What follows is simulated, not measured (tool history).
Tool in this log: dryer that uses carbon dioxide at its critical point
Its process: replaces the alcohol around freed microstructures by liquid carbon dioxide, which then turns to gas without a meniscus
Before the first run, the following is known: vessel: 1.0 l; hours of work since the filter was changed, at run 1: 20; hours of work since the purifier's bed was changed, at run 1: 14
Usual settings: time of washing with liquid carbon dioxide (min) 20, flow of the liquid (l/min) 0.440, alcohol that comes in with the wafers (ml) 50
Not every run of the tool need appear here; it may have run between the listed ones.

run   hour  time of washing with liquid carbon dioxide (min)  flow of the liquid (l/min)  alcohol that comes in with the wafers (ml)  hours of work since the filter was changed  hours of work since the purifier's bed was changed  alcohol left in the vessel before it's heated (ppm by volume)
  1    0.0                                                20                       0.440                                          50                                          20                                                  14                                                             23
  2   18.1                                                20                       0.440                                          50                                          29                                                  24                                                             16
  3   31.6                                                20                       0.440                                          50                                          37                                                  31                                                             16
  4   51.9                                                20                       0.303                                          50                                          48                                                  42                                                            243
  5   64.8                                                20                       0.440                                          50                                          55                                                  49                                                             29
  6   85.5                                                20                       0.440                                          50                                          66                                                  60                                                             29
  7  107.9                                                20                       0.440                                          50                                          78                                                  73                                                             24
  8  126.9                                                20                       0.440                                          50                                          88                                                  83                                                             36
  9  138.9                                                20                       0.440                                          50                                          95                                                  89                                                             27
 10  163.8                                                20                       0.348                                          50                                         108                                                 103                                                            124
 11  175.0                                                20                       0.348                                          50                                         114                                                 109                                                            126
 12  197.4                                                20                       0.348                                          50                                         126                                                 121                                                            123
 13  212.7                                                20                       0.398                                          50                                         134                                                 129                                                             56
 14  228.0                                                15                       0.440                                          50                                         143                                                 137                                                            157
 15  248.5                                                15                       0.440                                          50                                         154                                                 148                                                            153
 16  259.0                                                28                       0.440                                         101                                         159                                                 154                                                             32
 17  273.6                                                12                       0.440                                          27                                         167                                                 162                                                            254
 18  288.0                                                22                       0.440                                          50                                         175                                                 170                                                             30
 19  305.0                                                12                       0.440                                          50                                         184                                                 179                                                            462
 20  319.7                                                12                       0.440                                          90                                         192                                                 187                                                            825
 21  339.4                                                21                       0.440                                          50                                         203                                                 197                                                             39
 22  360.1                                                19                       0.638                                          50                                         214                                                 209                                                             31
 23  377.2                                                18                       0.657                                          50                                         223                                                 218                                                             34
 24  389.7                                                26                       0.713                                          98                                         230                                                 225                                                             37
 25  412.0                                                22                       0.440                                         100                                         242                                                 237                                                             50
 26  426.2                                                20                       0.440                                          50                                         250                                                 244                                                             48
 27  441.3                                                13                       0.277                                          59                                         258                                                 252                                                           2753
 28  463.4                                                13                       0.277                                          59                                         270                                                 264                                                           2778
 29  476.4                                                13                       0.277                                          59                                         277                                                 271                                                           2857
 30  498.6                                                13                       0.277                                          59                                         289                                                 283                                                           2769

What if the next run were any one of these 5? Each begins from the tool's condition after run 30:
  A  522.8                                                22                       0.440                                          50                                         302                                                 296                                                              ?
  B  522.8                                                20                       0.441                                          44                                         302                                                 296                                                              ?
  C  522.8                                                13                       0.443                                          59                                         302                                                 296                                                              ?
  D  522.8                                                21                       0.556                                          60                                         302                                                 296                                                              ?
  E  522.8                                                23                       0.430                                         115                                         302                                                 296                                                              ?

run  alcohol left in the vessel before it's heated (ppm by volume)
  A                                                             53
  B                                                             54
  C                                                            415
  D                                                             37
  E                                                             47
What these runs would have given with no unlogged condition in the tool:
run  alcohol left in the vessel before it's heated (ppm by volume)
  A                                                             18
  B                                                             16
  C                                                            302
  D                                                              4
  E                                                              8

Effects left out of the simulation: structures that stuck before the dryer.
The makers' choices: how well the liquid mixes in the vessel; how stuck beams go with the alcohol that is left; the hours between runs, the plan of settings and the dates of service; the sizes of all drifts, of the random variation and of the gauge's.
